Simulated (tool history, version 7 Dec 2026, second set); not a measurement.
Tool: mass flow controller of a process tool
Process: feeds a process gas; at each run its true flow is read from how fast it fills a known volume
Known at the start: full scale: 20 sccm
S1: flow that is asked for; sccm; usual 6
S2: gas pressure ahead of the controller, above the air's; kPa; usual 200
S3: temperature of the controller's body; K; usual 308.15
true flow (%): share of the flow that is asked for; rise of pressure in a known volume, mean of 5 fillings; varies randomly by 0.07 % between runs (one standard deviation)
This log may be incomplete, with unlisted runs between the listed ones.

Run 1, hour 0: usual settings. Result: true flow (%) 103.21.
Run 2, hour 260.4: usual settings. Result: true flow (%) 103.05.
Run 3, hour 617.6: usual settings but S1 12 sccm. Result: true flow (%) 103.2.
Run 4, hour 843.5: usual settings but S1 12 sccm, S2 219 kPa. Result: true flow (%) 103.43.
Run 5, hour 1107: usual settings. Result: true flow (%) 103.41.
Run 6, hour 1414.5: usual settings. Result: true flow (%) 103.49.
Run 7, hour 1702.2: usual settings. Result: true flow (%) 103.64.
Run 8, hour 2003.9: usual settings. Result: true flow (%) 103.76.
At hour 2214.6: controller exchanged for a calibrated one.
Run 9, hour 2362.7: usual settings. Result: true flow (%) 99.2.
Run 10, hour 2560.2: usual settings. Result: true flow (%) 99.14.
Run 11, hour 2847: usual settings but S3 310.15 K. Result: true flow (%) 99.5.
Run 12, hour 3063.1: usual settings. Result: true flow (%) 99.32.
Run 13, hour 3355.2: usual settings. Result: true flow (%) 99.43.
Run 14, hour 3541.6: usual settings. Result: true flow (%) 99.47.
Run 15, hour 3761.2: usual settings. Result: true flow (%) 99.62.
Run 16, hour 3992.4: usual settings but S3 300.15 K. Result: true flow (%) 98.72.
Run 17, hour 4268.7: usual settings but S3 300.15 K. Result: true flow (%) 99.09.
Run 18, hour 4463.3: usual settings. Result: true flow (%) 99.91.
Run 19, hour 4727.5: usual settings. Result: true flow (%) 99.79.
Run 20, hour 4944.3: usual settings. Result: true flow (%) 99.88.
Run 21, hour 5192.3: usual settings but S1 12 sccm. Result: true flow (%) 100.46.
Run 22, hour 5432.2: usual settings but S3 306.15 K. Result: true flow (%) 99.83.
Run 23, hour 5713.8: usual settings but S1 4 sccm, S2 275 kPa, S3 304.15 K. Result: true flow (%) 99.76.
Run 24, hour 5902.1: usual settings but S2 171 kPa, S3 294.15 K. Result: true flow (%) 98.93.
Run 25, hour 6270.2: usual settings but S2 171 kPa, S3 294.15 K. Result: true flow (%) 98.9.
Run 26, hour 6426.9: usual settings but S2 171 kPa, S3 294.15 K. Result: true flow (%) 98.99.
Run 27, hour 6656.8: usual settings but S1 9 sccm, S2 249 kPa, S3 305.15 K. Result: true flow (%) 100.41.
Run 28, hour 6972.5: usual settings but S2 160 kPa, S3 296.15 K. Result: true flow (%) 99.48.
Run 29, hour 7339.3: usual settings but S2 184 kPa. Result: true flow (%) 100.4.
Run 30, hour 7623.4: usual settings but S1 4 sccm, S2 237 kPa. Result: true flow (%) 100.77.
Run 31, hour 7958.3: usual settings but S1 4 sccm, S2 237 kPa. Result: true flow (%) 100.79.

What will run 32 give?
Run 32, hour 8284.4: usual settings but S1 4 sccm, S2 237 kPa. Result: true flow (%) ?.

true flow (%): 101
With the hidden condition absent and the run-to-run variation left alone, this run would have shown true flow (%) 98.76.
